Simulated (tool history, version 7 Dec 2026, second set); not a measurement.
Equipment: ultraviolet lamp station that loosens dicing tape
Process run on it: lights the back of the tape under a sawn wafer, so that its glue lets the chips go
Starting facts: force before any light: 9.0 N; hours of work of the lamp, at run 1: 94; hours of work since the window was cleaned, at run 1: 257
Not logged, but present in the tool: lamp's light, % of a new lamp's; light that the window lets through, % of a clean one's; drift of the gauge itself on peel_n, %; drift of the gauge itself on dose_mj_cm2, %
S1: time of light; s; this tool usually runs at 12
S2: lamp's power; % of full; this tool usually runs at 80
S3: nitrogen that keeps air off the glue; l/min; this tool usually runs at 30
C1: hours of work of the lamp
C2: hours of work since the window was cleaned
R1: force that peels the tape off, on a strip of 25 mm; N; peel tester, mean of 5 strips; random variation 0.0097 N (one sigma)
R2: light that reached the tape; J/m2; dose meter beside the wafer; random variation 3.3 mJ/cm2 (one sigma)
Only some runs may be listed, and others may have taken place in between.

run,hour,S1,S2,S3,C1,C2,R1,R2
1,0.0,12,80,30,94,257,0.519,4720
2,64.3,12,80,55,137,300,0.341,4580
3,112.8,12,80,55,170,333,0.370,4500
4,150.0,12,80,30,195,358,0.542,4450
5,187.0,12,70,30,220,383,0.734,3860
6,233.4,12,89,30,252,415,0.467,4860
7,272.7,12,89,30,278,441,0.453,4860
8,316.4,11,80,30,308,471,0.761,3870
# hour 373.4: window cleaned of glue's vapour
9,392.7,11,80,30,359,13,0.662,4140
10,468.7,11,80,30,410,64,0.696,4080
11,538.2,11,80,30,457,111,0.746,3980
12,586.9,11,80,30,490,144,0.749,3950
13,642.1,11,80,30,528,182,0.770,3900
14,710.9,12,80,30,574,228,0.675,4150
15,773.9,12,80,48,617,271,0.509,4090
16,825.4,12,80,48,652,306,0.543,4050
17,872.4,12,80,30,683,338,0.806,3950
18,913.8,12,80,30,711,366,0.770,3890
19,968.6,12,80,20,749,403,1.081,3800
20,1020.7,12,80,20,784,438,1.148,3730
21,1090.5,12,80,20,831,485,1.239,3660
# hour 1125.8: window cleaned of glue's vapour
22,1132.3,12,80,30,859,4,0.752,3930
23,1172.3,8,62,26,886,31,2.632,2010
24,1233.0,8,62,26,927,72,2.670,1990
25,1303.6,8,62,26,975,120,2.656,1910
26,1346.7,9,73,30,1004,149,1.741,2510
27,1397.0,9,73,30,1038,183,1.848,2490
28,1445.8,9,73,30,1071,216,1.847,2420
29,1501.7,9,73,30,1109,254,1.933,2360
30,1569.6,13,79,34,1155,300,0.820,3610
# hour 1589.4: lamp changed
31,1607.0,11,66,14,12,325,1.536,3620
32,1666.6,11,66,14,52,365,1.559,3580
33,1731.0,11,66,14,96,409,1.627,3430
34,1789.8,22,80,31,136,448,0.182,8290
35,1849.6,22,80,31,176,489,0.178,8130
# hour 1880.8: window cleaned of glue's vapour
36,1913.5,22,80,31,219,22,0.167,8780
37,1980.3,16,76,13,264,67,0.598,5940
38,2055.1,16,76,13,315,118,0.651,5790
39,2125.7,11,66,10,362,166,2.055,3350
40,2196.9,11,66,10,411,214,2.147,3310
41,2267.0,12,80,18,458,261,0.937,4300
42,2338.7,11,69,28,507,310,1.106,3290
43,2397.4,11,69,28,546,349,1.220,3210

What differs in the tool's unlogged condition from the final listed run ahead of each entry between runs to the first listed run following it?
Logged between run 8 and run 9: window cleaned of glue's vapour (hour 373.4)
  lamp's light, % of a new lamp's: 90.6 -> 89.3; light that the window lets through, % of a clean one's: 92.1 -> 99.6
  the result without the hidden state subtracted from the measured one, R1: +0.255 -> +0.156 N; R2: -780 -> -510 J/m2
Logged between run 21 and run 22: window cleaned of glue's vapour (hour 1125.8)
  lamp's light, % of a new lamp's: 78.1 -> 77.5; light that the window lets through, % of a clean one's: 91.3 -> 99.4
  the result without the hidden state subtracted from the measured one, R1: +0.629 -> +0.340 N; R2: -1470 -> -1180 J/m2
Logged between run 30 and run 31: lamp changed (hour 1589.4)
  lamp's light, % of a new lamp's: 70.3 -> 99.6; light that the window lets through, % of a clean one's: 94 -> 93.5
  the result without the hidden state subtracted from the measured one, R1: +0.494 -> +0.176 N; R2: -1850 -> -260 J/m2
Logged between run 35 and run 36: window cleaned of glue's vapour (hour 1880.8)
  lamp's light, % of a new lamp's: 95.6 -> 94.5; light that the window lets through, % of a clean one's: 90.5 -> 98.7
  the result without the hidden state subtracted from the measured one, R1: +0.019 -> +0.008 N; R2: -1270 -> -640 J/m2

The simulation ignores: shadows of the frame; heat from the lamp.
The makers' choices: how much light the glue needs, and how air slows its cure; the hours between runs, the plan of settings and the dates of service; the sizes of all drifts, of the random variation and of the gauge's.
